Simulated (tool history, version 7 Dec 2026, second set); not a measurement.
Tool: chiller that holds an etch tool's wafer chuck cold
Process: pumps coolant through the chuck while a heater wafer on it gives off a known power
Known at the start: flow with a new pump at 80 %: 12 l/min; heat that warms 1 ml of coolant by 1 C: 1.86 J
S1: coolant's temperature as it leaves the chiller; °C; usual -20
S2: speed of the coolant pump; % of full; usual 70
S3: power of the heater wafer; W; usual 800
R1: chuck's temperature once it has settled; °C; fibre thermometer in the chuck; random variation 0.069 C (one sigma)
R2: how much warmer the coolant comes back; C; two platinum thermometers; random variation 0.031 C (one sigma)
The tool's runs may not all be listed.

Run 1, hour 0.0: usual settings. Result: R1 -13.51 °C, R2 2.49 C.
Run 2, hour 21.9: usual settings but S1 -19 °C. Result: R1 -12.41 °C, R2 2.45 C.
Run 3, hour 50.8: usual settings but S1 -19 °C. Result: R1 -12.44 °C, R2 2.49 C.
Run 4, hour 64.4: usual settings but S1 -19 °C. Result: R1 -12.55 °C, R2 2.48 C.
Run 5, hour 88.1: usual settings but S2 74 % of full. Result: R1 -13.77 °C, R2 2.35 C.
Run 6, hour 116.2: usual settings but S2 74 % of full. Result: R1 -13.67 °C, R2 2.36 C.
Run 7, hour 146.4: usual settings but S2 74 % of full. Result: R1 -13.76 °C, R2 2.36 C.
Run 8, hour 168.6: usual settings. Result: R1 -13.49 °C, R2 2.48 C.
Run 9, hour 186.8: usual settings but S3 426 W. Result: R1 -16.60 °C, R2 1.38 C.
Run 10, hour 216.2: usual settings but S3 426 W. Result: R1 -16.52 °C, R2 1.32 C.
Run 11, hour 231.2: usual settings but S3 426 W. Result: R1 -16.59 °C, R2 1.38 C.
Run 12, hour 244.1: usual settings but S3 426 W. Result: R1 -16.70 °C, R2 1.32 C.
Run 13, hour 261.0: usual settings but S3 426 W. Result: R1 -16.54 °C, R2 1.33 C.
Run 14, hour 286.0: usual settings but S3 426 W. Result: R1 -16.58 °C, R2 1.33 C.
Run 15, hour 314.4: usual settings. Result: R1 -13.45 °C, R2 2.49 C.
Run 16, hour 331.1: usual settings. Result: R1 -13.47 °C, R2 2.47 C.
Run 17, hour 351.6: usual settings. Result: R1 -13.44 °C, R2 2.55 C.
Run 18, hour 373.4: usual settings but S1 -29 °C, S2 60 % of full. Result: R1 -21.65 °C, R2 2.95 C.
Run 19, hour 401.4: usual settings but S1 -29 °C, S2 60 % of full. Result: R1 -21.81 °C, R2 2.85 C.
Run 20, hour 415.9: usual settings but S1 -29 °C, S2 60 % of full. Result: R1 -21.82 °C, R2 2.89 C.
Run 21, hour 432.7: usual settings but S1 -17 °C, S2 78 % of full, S3 884 W. Result: R1 -10.42 °C, R2 2.45 C.
Run 22, hour 452.3: usual settings but S1 -11 °C, S2 68 % of full, S3 576 W. Result: R1 -6.47 °C, R2 1.83 C.
Run 23, hour 481.5: usual settings but S1 -22 °C, S2 97 % of full, S3 718 W. Result: R1 -17.51 °C, R2 1.61 C.
Run 24, hour 496.2: usual settings but S1 -22 °C, S2 83 % of full, S3 883 W. Result: R1 -15.69 °C, R2 2.29 C.
Run 25, hour 519.3: usual settings but S1 -22 °C, S2 83 % of full, S3 883 W. Result: R1 -15.55 °C, R2 2.39 C.
Run 26, hour 548.5: usual settings but S1 -22 °C, S2 83 % of full, S3 883 W. Result: R1 -15.70 °C, R2 2.29 C.
Run 27, hour 572.7: usual settings but S1 -22 °C, S2 83 % of full, S3 883 W. Result: R1 -15.60 °C, R2 2.29 C.
Run 28, hour 603.4: usual settings but S1 -22 °C, S2 85 % of full, S3 900 W. Result: R1 -15.67 °C, R2 2.35 C.
Run 29, hour 617.7: usual settings but S1 -26 °C, S2 81 % of full. Result: R1 -19.74 °C, R2 2.18 C.
Run 30, hour 638.2: usual settings but S1 -26 °C, S2 81 % of full. Result: R1 -19.69 °C, R2 2.13 C.
Run 31, hour 653.8: usual settings but S2 90 % of full, S3 659 W. Result: R1 -15.15 °C, R2 1.59 C.

Not shown: 2 entries that the log had between the listed runs. Between which runs, and how does the tool's hidden state differ before and after?
Between runs 19 and 20: chiller's thermometer calibrated (hour 414.3)
  heat passed by the chuck's channels, % of clean ones': 96.7 -> 96.6; flow at a given pump speed, % of a new pump's: 98.8 -> 98.7; coolant's true temperature over the reading, C: -0.29 -> -0.44
  measured less the result without the state, R1: -0.04 -> -0.18 °C; R2: +0.04 -> +0.03 C
Between runs 28 and 29: chiller's thermometer calibrated, once more (hour 608.7)
  coolant's true temperature over the reading, C: -0.46 -> 0.01
  measured less the result without the state, R1: -0.17 -> +0.27 °C; R2: +0.05 -> +0.04 C

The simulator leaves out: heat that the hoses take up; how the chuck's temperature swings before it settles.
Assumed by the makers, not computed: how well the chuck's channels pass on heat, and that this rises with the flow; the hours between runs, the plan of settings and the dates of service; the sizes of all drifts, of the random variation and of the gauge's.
